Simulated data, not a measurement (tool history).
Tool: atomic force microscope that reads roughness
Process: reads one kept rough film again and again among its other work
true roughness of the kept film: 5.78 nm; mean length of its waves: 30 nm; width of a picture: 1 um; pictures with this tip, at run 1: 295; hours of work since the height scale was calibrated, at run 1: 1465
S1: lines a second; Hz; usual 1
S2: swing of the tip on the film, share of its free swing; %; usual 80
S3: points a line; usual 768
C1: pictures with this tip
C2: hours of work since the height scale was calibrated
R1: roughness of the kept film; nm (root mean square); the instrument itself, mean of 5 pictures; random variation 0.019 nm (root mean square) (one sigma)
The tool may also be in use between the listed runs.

| run | day | S1 | S2 | S3 | C1 | C2 | R1 |
|---|---|---|---|---|---|---|---|
| 1 | 0 | 1 | 80 | 768 | 295 | 1465 | 4.012 |
| 2 | 1.275 | 1 | 76 | 768 | 323 | 1482 | 4.029 |
|  | 2.308 | new tip fitted |
| 3 | 2.95 | 1 | 76 | 768 | 13 | 1506 | 4.63 |
| 4 | 4.9 | 1 | 76 | 768 | 55 | 1533 | 4.509 |
| 5 | 6.954 | 1 | 76 | 768 | 99 | 1562 | 4.455 |
| 6 | 9.704 | 1 | 80 | 768 | 158 | 1600 | 4.275 |
| 7 | 11.371 | 1 | 80 | 768 | 194 | 1624 | 4.215 |
| 8 | 13.471 | 1 | 80 | 487 | 239 | 1653 | 4.114 |
| 9 | 16.133 | 1 | 80 | 487 | 297 | 1690 | 4.004 |
| 10 | 17.85 | 1 | 80 | 428 | 333 | 1714 | 3.965 |
|  | 18.288 | new tip fitted |
| 11 | 20.396 | 1 | 62 | 428 | 46 | 1750 | 4.707 |
| 12 | 21.679 | 2.8 | 80 | 768 | 73 | 1768 | 3.68 |
| 13 | 23.35 | 2.8 | 80 | 768 | 109 | 1791 | 3.63 |
| 14 | 25.392 | 1 | 66 | 881 | 153 | 1820 | 4.463 |
| 15 | 27.983 | 1 | 74 | 635 | 209 | 1856 | 4.239 |
| 16 | 29.246 | 1 | 74 | 635 | 236 | 1874 | 4.198 |
| 17 | 32.121 | 0.75 | 80 | 589 | 298 | 1914 | 4.092 |
|  | 34.204 | new tip fitted |
| 18 | 34.933 | 0.74 | 78 | 768 | 16 | 1953 | 4.628 |
| 19 | 37.529 | 3.12 | 61 | 768 | 71 | 1990 | 4.337 |
| 20 | 40.033 | 3.12 | 61 | 768 | 125 | 2025 | 4.258 |
| 21 | 42.3 | 1.65 | 61 | 768 | 174 | 2057 | 4.403 |
| 22 | 43.596 | 1.65 | 61 | 768 | 202 | 2075 | 4.364 |
| 23 | 45.562 | 1.11 | 59 | 546 | 244 | 2102 | 4.366 |
| 24 | 48.579 | 1.11 | 85 | 422 | 309 | 2144 | 3.79 |
|  | 50.238 | new tip fitted |
| 25 | 51.038 | 1.93 | 55 | 768 | 17 | 2179 | 4.749 |
| 26 | 53.617 | 1.93 | 82 | 768 | 72 | 2215 | 3.926 |

3 ways to go on from here, each from the tool as it stands after run 26. What would each give?
| A | 55.258 | 0.87 | 87 | 436 | 108 | 2238 | ? |
| B | 55.258 | 3.32 | 72 | 387 | 108 | 2238 | ? |
| C | 55.258 | 0.75 | 56 | 768 | 108 | 2238 | ? |

| run | R1 |
|---|---|
| A | 4.185 |
| B | 3.831 |
| C | 4.706 |
Without the tool's hidden state the same runs would have given:
| run | R1 |
|---|---|
| A | 4.456 |
| B | 4.079 |
| C | 5.011 |

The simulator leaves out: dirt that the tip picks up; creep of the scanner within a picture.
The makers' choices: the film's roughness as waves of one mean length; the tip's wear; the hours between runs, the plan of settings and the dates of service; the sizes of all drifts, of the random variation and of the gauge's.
